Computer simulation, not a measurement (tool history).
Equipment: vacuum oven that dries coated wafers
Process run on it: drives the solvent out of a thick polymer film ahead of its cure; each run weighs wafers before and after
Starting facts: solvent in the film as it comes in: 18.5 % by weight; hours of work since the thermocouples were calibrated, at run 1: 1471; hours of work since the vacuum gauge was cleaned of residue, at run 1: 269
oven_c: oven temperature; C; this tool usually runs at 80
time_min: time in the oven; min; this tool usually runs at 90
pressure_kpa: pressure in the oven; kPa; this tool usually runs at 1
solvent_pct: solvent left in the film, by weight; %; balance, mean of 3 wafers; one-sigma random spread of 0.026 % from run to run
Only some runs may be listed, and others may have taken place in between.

run     day  oven_c  time_min  pressure_kpa  hours of work since the thermocouples were calibrated  hours of work since the vacuum gauge was cleaned of residue  solvent_pct
  1       0      80        90             1                                                   1471                                                          269         0.72
  2   1.342      80        90             1                                                   1486                                                          284         0.66
      1.521  -- oven's thermocouples calibrated
  3   2.471      76        90             1                                                     10                                                          295         0.99
  4   3.442      80        90             1                                                     21                                                          306         0.65
  5   4.642      80        90             1                                                     34                                                          319          0.6
  6   5.721      80        90          0.98                                                     45                                                          330         0.62
  7   6.996      80        90          0.98                                                     59                                                          344         0.62
  8   8.083      80        90          0.98                                                     71                                                          356         0.63
      8.992  -- oven's thermocouples calibrated, once more
  9   9.067      82        90             1                                                      1                                                          366         0.91
 10   9.946      82        90             1                                                     10                                                          375         0.87
 11  11.167      82        90             1                                                     24                                                          388         0.92
 12    12.4      80        90          0.54                                                     37                                                          402         0.91
 13  13.225      80        90          0.54                                                     46                                                          411            1
 14  13.808      80       149             1                                                     52                                                          417         0.48
 15  14.471      80       149             1                                                     59                                                          424         0.44
 16  15.333      80       149             1                                                     69                                                          434         0.45
 17  16.346      80       149             1                                                     80                                                          444          0.4
 18  17.408      80        90             1                                                     91                                                          456         1.14
 19  18.529      80        90          1.51                                                    103                                                          468         1.18
 20  19.471      80        90          1.51                                                    113                                                          478         1.22
 21  20.229      73        90          1.51                                                    122                                                          487         2.31
 22  21.583      73        90          1.51                                                    136                                                          501         2.27
 23  22.467      73        47          1.51                                                    146                                                          511         5.25
 24  23.821      73        47          1.51                                                    160                                                          525         5.25
 25  24.638      73        47          1.51                                                    169                                                          534         5.25
 26    25.9      73        86          0.61                                                    183                                                          548         2.08
 27  26.921      73        86          0.61                                                    194                                                          559         2.11
 28  27.696      73        86          0.61                                                    202                                                          567         2.11
 29  28.417      73        74          0.61                                                    210                                                          575         2.72
 30  29.067      73        74          0.61                                                    217                                                          582         2.72
 31  29.679      73        74          0.61                                                    224                                                          589         2.78
 32  30.483      80        48          0.61                                                    233                                                          598         3.19
 33  31.783      78        76          0.94                                                    247                                                          612         1.73
 34  32.925      78        76          0.94                                                    259                                                          624         1.75
 35  33.933      67        57          2.79                                                    270                                                          635         6.12
 36   34.55      80        73          2.78                                                    277                                                          642         2.11
 37  35.554      80        90          1.38                                                    287                                                          652         1.14
 38  36.554      80        90          1.38                                                    298                                                          663         1.15
 39  37.258      91        54          2.51                                                    306                                                          671         1.26
 40  38.238      80        90          1.62                                                    316                                                          681         1.24
 41  39.567      74        50          3.82                                                    331                                                          696         5.28
 42  40.175      94        50          3.28                                                    337                                                          702         1.28
 43  41.396      94        89          3.28                                                    351                                                          716         0.63
 44  42.096      73       106          2.85                                                    358                                                          723         2.16
 45  43.088      73        74          3.05                                                    369                                                          734         3.42
 46  43.667      74        74          3.05                                                    375                                                          740         3.22
 47  44.408      74        74          3.05                                                    383                                                          748         3.24

Some steps in solvent_pct, run to run, broken into two amounts with sign: the step expected even without the hidden condition (settings, incoming material, random variation), and the rest, left for the hidden condition together with whatever gauge scatter is not in both the measured and the hidden-condition-free result:
The tool's hidden condition here consists of: true wafer temperature over the reading, C; true pressure over the reading, kPa; drift of the gauge itself on solvent_pct, %.
Run 2 -> 3: oven_c 80 -> 76, oven's thermocouples calibrated. solvent_pct +0.33 %: hidden state -0.25, all else +0.58.
Run 3 -> 4: oven_c 76 -> 80. solvent_pct -0.34 %: hidden state +0.17, all else -0.51.
Run 8 -> 9: oven_c 80 -> 82, pressure_kpa 0.98 -> 1, oven's thermocouples calibrated, once more. solvent_pct +0.28 %: hidden state +0.47, all else -0.19.
Run 34 -> 35: oven_c 78 -> 67, time_min 76 -> 57, pressure_kpa 0.94 -> 2.79. solvent_pct +4.37 %: hidden state -0.03, all else +4.4.
Run 35 -> 36: oven_c 67 -> 80, time_min 57 -> 73, pressure_kpa 2.79 -> 2.78. solvent_pct -4.01 %: hidden state +0.02, all else -4.03.
Run 40 -> 41: oven_c 80 -> 74, time_min 90 -> 50, pressure_kpa 1.62 -> 3.82. solvent_pct +4.04 %: hidden state -0.07, all else +4.11.
